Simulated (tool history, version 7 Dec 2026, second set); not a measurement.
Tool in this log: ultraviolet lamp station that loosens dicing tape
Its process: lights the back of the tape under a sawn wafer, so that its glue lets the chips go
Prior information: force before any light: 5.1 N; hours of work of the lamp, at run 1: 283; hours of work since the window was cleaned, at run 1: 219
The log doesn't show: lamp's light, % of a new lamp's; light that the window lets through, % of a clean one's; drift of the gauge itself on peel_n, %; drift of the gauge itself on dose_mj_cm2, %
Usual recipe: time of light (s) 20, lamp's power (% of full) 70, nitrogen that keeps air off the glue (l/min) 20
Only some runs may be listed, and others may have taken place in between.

| run | hour | time of light (s) | lamp's power (% of full) | nitrogen that keeps air off the glue (l/min) | hours of work of the lamp | hours of work since the window was cleaned | force that peels the tape off (N) | light that reached the tape (mJ/cm²) |
|---|---|---|---|---|---|---|---|---|
| 1 | 0.0 | 20 | 70 | 20 | 283 | 219 | 1.186 | 307 |
| 2 | 40.2 | 20 | 70 | 20 | 308 | 244 | 1.239 | 301 |
| 3 | 70.8 | 20 | 70 | 20 | 327 | 263 | 1.273 | 295 |
| 4 | 109.1 | 20 | 70 | 20 | 351 | 287 | 1.313 | 287 |
|  | 112.3 | window cleaned of glue's vapour |
| 5 | 136.5 | 20 | 70 | 20 | 368 | 15 | 1.432 | 260 |
| 6 | 168.8 | 20 | 100 | 20 | 388 | 35 | 0.941 | 363 |
| 7 | 208.7 | 20 | 100 | 20 | 413 | 60 | 0.970 | 352 |
| 8 | 225.1 | 33 | 79 | 20 | 423 | 70 | 0.660 | 459 |
| 9 | 248.9 | 15 | 70 | 7 | 438 | 85 | 2.855 | 183 |
| 10 | 267.3 | 15 | 70 | 7 | 449 | 96 | 2.877 | 180 |
| 11 | 293.1 | 14 | 88 | 7 | 465 | 113 | 2.539 | 205 |

3 ways to go on from here, each from the tool as it stands after run 11. What would each give?
| A | 320.6 | 14 | 88 | 16 | 482 | 130 | ? | ? |
| B | 320.6 | 20 | 62 | 7 | 482 | 130 | ? | ? |
| C | 320.6 | 18 | 97 | 6 | 482 | 130 | ? | ? |

| run | force that peels the tape off (N) | light that reached the tape (mJ/cm²) |
|---|---|---|
| A | 2.036 | 199 |
| B | 2.529 | 202 |
| C | 2.027 | 283 |
Stripped of hidden state, with their random variation kept, the same runs would have yielded:
| run | force that peels the tape off (N) | light that reached the tape (mJ/cm²) |
|---|---|---|
| A | 1.154 | 336 |
| B | 1.626 | 340 |
| C | 1.149 | 477 |
